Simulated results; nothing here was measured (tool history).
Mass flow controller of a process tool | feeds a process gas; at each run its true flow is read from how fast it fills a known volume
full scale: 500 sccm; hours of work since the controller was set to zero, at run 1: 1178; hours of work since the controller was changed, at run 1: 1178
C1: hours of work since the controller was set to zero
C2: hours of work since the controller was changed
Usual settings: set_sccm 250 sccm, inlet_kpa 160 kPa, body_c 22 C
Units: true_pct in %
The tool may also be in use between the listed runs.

run 1 hour=0.0 | set_sccm=250 inlet_kpa=160 body_c=22 | C1=1178 C2=1178 | true_pct=98.56
run 2 hour=107.7 | set_sccm=250 inlet_kpa=160 body_c=22 | C1=1239 C2=1239 | true_pct=98.41
run 3 hour=157.1 | set_sccm=86 inlet_kpa=160 body_c=22 | C1=1267 C2=1267 | true_pct=96.76
run 4 hour=219.3 | set_sccm=86 inlet_kpa=160 body_c=22 | C1=1302 C2=1302 | true_pct=96.60
run 5 hour=278.6 | set_sccm=86 inlet_kpa=160 body_c=22 | C1=1335 C2=1335 | true_pct=96.63
run 6 hour=328.7 | set_sccm=273 inlet_kpa=160 body_c=22 | C1=1364 C2=1364 | true_pct=98.48
run 7 hour=410.3 | set_sccm=273 inlet_kpa=160 body_c=22 | C1=1410 C2=1410 | true_pct=98.38
run 8 hour=512.4 | set_sccm=273 inlet_kpa=169 body_c=22 | C1=1468 C2=1468 | true_pct=98.36
run 9 hour=620.6 | set_sccm=250 inlet_kpa=160 body_c=31 | C1=1529 C2=1529 | true_pct=99.00
run 10 hour=714.2 | set_sccm=453 inlet_kpa=160 body_c=22 | C1=1582 C2=1582 | true_pct=99.43
run 11 hour=805.4 | set_sccm=453 inlet_kpa=160 body_c=22 | C1=1633 C2=1633 | true_pct=99.45
run 12 hour=899.2 | set_sccm=453 inlet_kpa=160 body_c=22 | C1=1687 C2=1687 | true_pct=99.45
run 13 hour=982.7 | set_sccm=453 inlet_kpa=160 body_c=22 | C1=1734 C2=1734 | true_pct=99.50
run 14 hour=1057.3 | set_sccm=453 inlet_kpa=160 body_c=22 | C1=1776 C2=1776 | true_pct=99.41
run 15 hour=1147.9 | set_sccm=453 inlet_kpa=160 body_c=22 | C1=1827 C2=1827 | true_pct=99.64
run 16 hour=1203.0 | set_sccm=250 inlet_kpa=160 body_c=22 | C1=1858 C2=1858 | true_pct=98.12
run 17 hour=1255.7 | set_sccm=250 inlet_kpa=160 body_c=22 | C1=1888 C2=1888 | true_pct=97.95
run 18 hour=1332.6 | set_sccm=250 inlet_kpa=160 body_c=22 | C1=1932 C2=1932 | true_pct=98.05
run 19 hour=1379.4 | set_sccm=250 inlet_kpa=143 body_c=22 | C1=1958 C2=1958 | true_pct=98.12
run 20 hour=1441.0 | set_sccm=250 inlet_kpa=143 body_c=22 | C1=1993 C2=1993 | true_pct=98.17
run 21 hour=1529.5 | set_sccm=250 inlet_kpa=169 body_c=34 | C1=2043 C2=2043 | true_pct=98.92
run 22 hour=1594.4 | set_sccm=250 inlet_kpa=160 body_c=33 | C1=2080 C2=2080 | true_pct=98.79
run 23 hour=1657.2 | set_sccm=250 inlet_kpa=165 body_c=39 | C1=2116 C2=2116 | true_pct=99.23
run 24 hour=1715.6 | set_sccm=250 inlet_kpa=168 body_c=22 | C1=2149 C2=2149 | true_pct=97.91
run 25 hour=1771.3 | set_sccm=250 inlet_kpa=147 body_c=22 | C1=2180 C2=2180 | true_pct=97.90
run 26 hour=1848.9 | set_sccm=250 inlet_kpa=147 body_c=22 | C1=2224 C2=2224 | true_pct=97.86
run 27 hour=1959.9 | set_sccm=64 inlet_kpa=172 body_c=23 | C1=2287 C2=2287 | true_pct=94.57
run 28 hour=2064.4 | set_sccm=77 inlet_kpa=226 body_c=32 | C1=2346 C2=2346 | true_pct=95.24
run 29 hour=2145.9 | set_sccm=53 inlet_kpa=160 body_c=26 | C1=2392 C2=2392 | true_pct=94.07
run 30 hour=2223.8 | set_sccm=60 inlet_kpa=230 body_c=27 | C1=2436 C2=2436 | true_pct=94.04
run 31 hour=2321.4 | set_sccm=92 inlet_kpa=162 body_c=33 | C1=2491 C2=2491 | true_pct=96.29
run 32 hour=2408.4 | set_sccm=437 inlet_kpa=160 body_c=22 | C1=2541 C2=2541 | true_pct=99.10
run 33 hour=2491.3 | set_sccm=179 inlet_kpa=160 body_c=22 | C1=2588 C2=2588 | true_pct=97.08
run 34 hour=2543.1 | set_sccm=308 inlet_kpa=272 body_c=35 | C1=2617 C2=2617 | true_pct=98.40
run 35 hour=2610.7 | set_sccm=308 inlet_kpa=153 body_c=28 | C1=2655 C2=2655 | true_pct=98.54
run 36 hour=2657.3 | set_sccm=250 inlet_kpa=249 body_c=27 | C1=2682 C2=2682 | true_pct=97.35
run 37 hour=2753.6 | set_sccm=250 inlet_kpa=261 body_c=38 | C1=2736 C2=2736 | true_pct=98.16
run 38 hour=2802.5 | set_sccm=65 inlet_kpa=218 body_c=36 | C1=2764 C2=2764 | true_pct=94.60
run 39 hour=2852.2 | set_sccm=73 inlet_kpa=160 body_c=22 | C1=2792 C2=2792 | true_pct=94.25

4 ways to go on from here, each from the tool as it stands after run 39. What would each give?
run A hour=2914.7 | set_sccm=73 inlet_kpa=160 body_c=28 | C1=2827 C2=2827 | true_pct=?
run B hour=2914.7 | set_sccm=73 inlet_kpa=215 body_c=25 | C1=2827 C2=2827 | true_pct=?
run C hour=2914.7 | set_sccm=134 inlet_kpa=223 body_c=39 | C1=2827 C2=2827 | true_pct=?
run D hour=2914.7 | set_sccm=279 inlet_kpa=170 body_c=40 | C1=2827 C2=2827 | true_pct=?

run=A true_pct=94.73
run=B true_pct=93.96
run=C true_pct=97.06
run=D true_pct=99.31
Without the tool's hidden state the same runs would have given:
run=A true_pct=98.31
run=B true_pct=97.54
run=C true_pct=99.08
run=D true_pct=100.37
